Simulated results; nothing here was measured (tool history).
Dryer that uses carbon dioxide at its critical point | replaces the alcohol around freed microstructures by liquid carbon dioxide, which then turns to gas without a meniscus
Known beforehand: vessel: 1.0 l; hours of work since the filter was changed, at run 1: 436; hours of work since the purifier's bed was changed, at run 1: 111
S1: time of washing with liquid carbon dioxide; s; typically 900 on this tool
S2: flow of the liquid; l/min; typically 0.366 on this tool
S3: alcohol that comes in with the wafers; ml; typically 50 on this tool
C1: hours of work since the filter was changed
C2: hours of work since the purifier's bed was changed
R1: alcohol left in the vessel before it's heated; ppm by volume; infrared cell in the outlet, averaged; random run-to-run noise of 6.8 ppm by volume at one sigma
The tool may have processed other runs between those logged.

{"run": 1, "day": 0.0, "S1": 900, "S2": 0.366, "S3": 50, "C1": 436, "C2": 111, "R1": 662}
{"run": 2, "day": 0.321, "S1": 900, "S2": 0.366, "S3": 50, "C1": 441, "C2": 116, "R1": 656}
{"run": 3, "day": 0.662, "S1": 900, "S2": 0.366, "S3": 50, "C1": 446, "C2": 121, "R1": 664}
{"run": 4, "day": 1.1, "S1": 660, "S2": 0.366, "S3": 50, "C1": 452, "C2": 127, "R1": 2125}
{"run": 5, "day": 1.508, "S1": 660, "S2": 0.366, "S3": 50, "C1": 458, "C2": 133, "R1": 2088}
{"run": 6, "day": 1.775, "S1": 900, "S2": 0.366, "S3": 105, "C1": 462, "C2": 137, "R1": 1405}
{"run": 7, "day": 2.071, "S1": 900, "S2": 0.366, "S3": 105, "C1": 466, "C2": 141, "R1": 1442}
{"run": 8, "day": 2.421, "S1": 900, "S2": 0.366, "S3": 105, "C1": 471, "C2": 146, "R1": 1426}
{"run": 9, "day": 2.683, "S1": 1020, "S2": 0.366, "S3": 105, "C1": 475, "C2": 150, "R1": 843}
{"run": 10, "day": 3.142, "S1": 900, "S2": 0.366, "S3": 50, "C1": 481, "C2": 157, "R1": 736}
{"run": 11, "day": 3.638, "S1": 660, "S2": 0.366, "S3": 50, "C1": 489, "C2": 164, "R1": 2229}
{"run": 12, "day": 4.096, "S1": 900, "S2": 0.366, "S3": 50, "C1": 495, "C2": 170, "R1": 744}
{"run": 13, "day": 4.525, "S1": 900, "S2": 0.366, "S3": 50, "C1": 501, "C2": 177, "R1": 731}
{"run": 14, "day": 4.875, "S1": 900, "S2": 0.366, "S3": 50, "C1": 506, "C2": 182, "R1": 775}
{"run": 15, "day": 5.242, "S1": 1380, "S2": 0.366, "S3": 50, "C1": 512, "C2": 187, "R1": 124}
{"day": 5.333, "done": "inlet filter changed"}
{"run": 16, "day": 5.729, "S1": 1380, "S2": 0.366, "S3": 50, "C1": 6, "C2": 193, "R1": 76}
{"run": 17, "day": 6.071, "S1": 1200, "S2": 0.366, "S3": 50, "C1": 11, "C2": 198, "R1": 116}
{"run": 18, "day": 6.4, "S1": 900, "S2": 0.594, "S3": 50, "C1": 15, "C2": 203, "R1": 71}
{"run": 19, "day": 6.725, "S1": 900, "S2": 0.594, "S3": 50, "C1": 20, "C2": 208, "R1": 87}
{"run": 20, "day": 7.1, "S1": 900, "S2": 0.594, "S3": 50, "C1": 26, "C2": 213, "R1": 72}
{"run": 21, "day": 7.488, "S1": 900, "S2": 0.594, "S3": 50, "C1": 31, "C2": 219, "R1": 83}
{"run": 22, "day": 7.688, "S1": 900, "S2": 0.366, "S3": 47, "C1": 34, "C2": 222, "R1": 368}
{"run": 23, "day": 8.15, "S1": 900, "S2": 0.366, "S3": 50, "C1": 41, "C2": 228, "R1": 405}
{"run": 24, "day": 8.433, "S1": 900, "S2": 0.366, "S3": 50, "C1": 45, "C2": 232, "R1": 388}
{"run": 25, "day": 8.746, "S1": 1020, "S2": 0.452, "S3": 43, "C1": 49, "C2": 237, "R1": 114}
{"run": 26, "day": 8.988, "S1": 720, "S2": 0.244, "S3": 83, "C1": 53, "C2": 240, "R1": 5453}
{"run": 27, "day": 9.233, "S1": 720, "S2": 0.244, "S3": 83, "C1": 56, "C2": 244, "R1": 5551}
{"run": 28, "day": 9.608, "S1": 720, "S2": 0.244, "S3": 83, "C1": 62, "C2": 249, "R1": 5445}
{"run": 29, "day": 9.825, "S1": 840, "S2": 0.282, "S3": 50, "C1": 65, "C2": 253, "R1": 1398}
{"run": 30, "day": 10.317, "S1": 1020, "S2": 0.404, "S3": 60, "C1": 72, "C2": 260, "R1": 201}
{"run": 31, "day": 10.8, "S1": 660, "S2": 0.461, "S3": 39, "C1": 79, "C2": 267, "R1": 500}
{"run": 32, "day": 11.083, "S1": 660, "S2": 0.461, "S3": 39, "C1": 83, "C2": 271, "R1": 494}
{"run": 33, "day": 11.538, "S1": 660, "S2": 0.461, "S3": 39, "C1": 90, "C2": 277, "R1": 496}
{"run": 34, "day": 12.021, "S1": 900, "S2": 0.426, "S3": 39, "C1": 97, "C2": 284, "R1": 217}
{"run": 35, "day": 12.262, "S1": 840, "S2": 0.355, "S3": 40, "C1": 100, "C2": 288, "R1": 523}
{"run": 36, "day": 12.692, "S1": 840, "S2": 0.355, "S3": 40, "C1": 106, "C2": 294, "R1": 551}
{"run": 37, "day": 13.083, "S1": 780, "S2": 0.279, "S3": 68, "C1": 112, "C2": 300, "R1": 2703}
{"run": 38, "day": 13.404, "S1": 540, "S2": 0.534, "S3": 100, "C1": 117, "C2": 304, "R1": 1507}
{"run": 39, "day": 13.779, "S1": 540, "S2": 0.534, "S3": 100, "C1": 122, "C2": 310, "R1": 1539}
{"run": 40, "day": 14.017, "S1": 720, "S2": 0.553, "S3": 20, "C1": 125, "C2": 313, "R1": 157}
{"run": 41, "day": 14.35, "S1": 960, "S2": 0.58, "S3": 25, "C1": 130, "C2": 318, "R1": 107}
{"run": 42, "day": 14.679, "S1": 1380, "S2": 0.523, "S3": 33, "C1": 135, "C2": 323, "R1": 97}
{"run": 43, "day": 14.988, "S1": 1380, "S2": 0.523, "S3": 33, "C1": 139, "C2": 327, "R1": 102}
{"run": 44, "day": 15.212, "S1": 600, "S2": 0.329, "S3": 50, "C1": 143, "C2": 330, "R1": 2757}
{"run": 45, "day": 15.546, "S1": 900, "S2": 0.366, "S3": 45, "C1": 147, "C2": 335, "R1": 454}
{"run": 46, "day": 15.983, "S1": 900, "S2": 0.366, "S3": 45, "C1": 154, "C2": 341, "R1": 461}

Hidden state or all else? Some run-to-run changes of R1, split into what the settings, what came in and random variation would give without the hidden state, and what is left for the hidden state (with any gauge scatter that isn't in both results):
Hidden state at play: flow that reaches the vessel past the clogged filter, %; alcohol in the recycled carbon dioxide, ppm; drift of the gauge itself on alcohol_ppm, %.
Run 3 -> 4: S1 900 -> 660. R1 +1461 ppm by volume: hidden state +554, all else +907.
Run 10 -> 11: S1 900 -> 660. R1 +1493 ppm by volume: hidden state +601, all else +892.
Run 11 -> 12: S1 660 -> 900. R1 -1485 ppm by volume: hidden state -581, all else -904.
Run 25 -> 26: S1 1020 -> 720, S2 0.452 -> 0.244, S3 43 -> 83. R1 +5339 ppm by volume: hidden state +259, all else +5080.
Run 28 -> 29: S1 720 -> 840, S2 0.244 -> 0.282, S3 83 -> 50. R1 -4047 ppm by volume: hidden state -200, all else -3847.
Run 43 -> 44: S1 1380 -> 600, S2 0.523 -> 0.329, S3 33 -> 50. R1 +2655 ppm by volume: hidden state +363, all else +2292.
